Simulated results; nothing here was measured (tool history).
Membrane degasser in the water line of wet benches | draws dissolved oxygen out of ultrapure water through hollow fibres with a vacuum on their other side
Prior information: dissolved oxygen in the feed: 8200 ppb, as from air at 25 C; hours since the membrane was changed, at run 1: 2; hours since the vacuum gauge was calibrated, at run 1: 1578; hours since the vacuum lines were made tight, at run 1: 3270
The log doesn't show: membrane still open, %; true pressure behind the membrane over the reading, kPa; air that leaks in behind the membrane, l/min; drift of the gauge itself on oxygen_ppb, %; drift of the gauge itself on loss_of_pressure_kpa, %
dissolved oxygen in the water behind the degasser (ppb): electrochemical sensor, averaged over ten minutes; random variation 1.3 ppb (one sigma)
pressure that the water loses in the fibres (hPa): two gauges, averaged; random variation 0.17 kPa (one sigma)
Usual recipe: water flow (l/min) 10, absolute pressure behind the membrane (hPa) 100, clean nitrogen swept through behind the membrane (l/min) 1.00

run     day  water flow (l/min)  absolute pressure behind the membrane (hPa)  clean nitrogen swept through behind the membrane (l/min)  hours since the membrane was changed  hours since the vacuum gauge was calibrated  hours since the vacuum lines were made tight  dissolved oxygen in the water behind the degasser (ppb)  pressure that the water loses in the fibres (hPa)
  1   0.000                  10                                          100                                                      1.00                                     2                                         1578                                          3270                                                    166.7                                              261.3
  2   1.958                  10                                          100                                                      1.00                                    49                                         1625                                          3317                                                    165.0                                              258.4
  3   4.012                  10                                          100                                                      1.00                                    98                                         1674                                          3366                                                    166.5                                              263.4
  4   7.254                  10                                          100                                                      1.00                                   176                                         1752                                          3444                                                    168.7                                              260.1
  5   8.829                  12                                          100                                                      1.00                                   214                                         1790                                          3482                                                    202.3                                              311.9
  6  12.042                  10                                          100                                                      1.00                                   291                                         1867                                          3559                                                    167.2                                              259.2
  7  14.046                  10                                          100                                                      1.00                                   339                                         1915                                          3607                                                    168.7                                              261.4
  8  16.433                  10                                          100                                                      1.00                                   397                                         1972                                          3664                                                    169.1                                              257.8
  9  18.708                  10                                          122                                                      1.00                                   451                                         2027                                          3719                                                    219.4                                              261.8
 10  21.375                  10                                          122                                                      1.00                                   515                                         2091                                          3783                                                    219.1                                              261.7
 11  24.688                  10                                          122                                                      1.00                                   595                                         2171                                          3862                                                    222.0                                              261.9
 12  27.846                  10                                          100                                                      1.00                                   670                                         2246                                          3938                                                    169.2                                              262.2
 13  30.425                  10                                          100                                                      1.00                                   732                                         2308                                          4000                                                    169.1                                              260.0
 14  32.488                  10                                          100                                                      1.00                                   782                                         2358                                          4049                                                    168.1                                              261.9
 15  34.025                  10                                          100                                                      1.62                                   819                                         2395                                          4086                                                    108.5                                              262.0
 16  35.788                  10                                          100                                                      1.62                                   861                                         2437                                          4129                                                    109.4                                              260.2
 17  38.512                  10                                          162                                                      1.62                                   926                                         2502                                          4194                                                    199.8                                              261.0
 18  40.388                  10                                          162                                                      1.62                                   971                                         2547                                          4239                                                    200.1                                              262.1
 19  42.150                  11                                          119                                                      1.28                                  1014                                         2590                                          4281                                                    188.1                                              288.8
 20  45.612                  11                                          240                                                      1.00                                  1097                                         2673                                          4365                                                    523.4                                              287.4
 21  48.708                   9                                          100                                                      1.44                                  1171                                         2747                                          4439                                                    109.9                                              238.6
 22  52.000                   9                                          158                                                      1.00                                  1250                                         2826                                          4518                                                    272.5                                              233.6
 23  53.754                   9                                          158                                                      1.00                                  1292                                         2868                                          4560                                                    270.3                                              234.9
 24  55.412                  11                                          159                                                      1.00                                  1332                                         2908                                          4600                                                    333.2                                              286.9
 25  58.321                  11                                          159                                                      1.00                                  1402                                         2978                                          4670                                                    334.3                                              287.7
 26  61.650                  10                                          100                                                      0.82                                  1482                                         3058                                          4749                                                    203.8                                              261.5
 27  63.367                  12                                          100                                                      1.24                                  1523                                         3099                                          4791                                                    172.8                                              313.8
 28  65.021                  12                                          100                                                      1.24                                  1563                                         3139                                          4830                                                    174.9                                              315.1
 29  67.567                  12                                          100                                                      1.24                                  1624                                         3200                                          4891                                                    172.2                                              314.7
 30  70.150                  15                                          224                                                      2.85                                  1686                                         3262                                          4953                                                    279.0                                              390.7
 31  73.158                  15                                          224                                                      2.85                                  1758                                         3334                                          5026                                                    281.2                                              395.9

Branching from run 31: 3 alternative next runs. What would each branch give?
  A  75.525                  11                                          187                                                      1.87                                  1815                                         3391                                          5082                                                        ?                                                  ?
  B  75.525                  12                                          139                                                      2.00                                  1815                                         3391                                          5082                                                        ?                                                  ?
  C  75.525                  15                                          120                                                      0.48                                  1815                                         3391                                          5082                                                        ?                                                  ?

run  dissolved oxygen in the water behind the degasser (ppb)  pressure that the water loses in the fibres (hPa)
  A                                                    232.3                                              289.7
  B                                                    170.5                                              315.1
  C                                                    587.9                                              392.2
Without the tool's hidden state the same runs would have given:
run  dissolved oxygen in the water behind the degasser (ppb)  pressure that the water loses in the fibres (hPa)
  A                                                    225.0                                              284.9
  B                                                    164.0                                              309.8
  C                                                    571.6                                              385.6
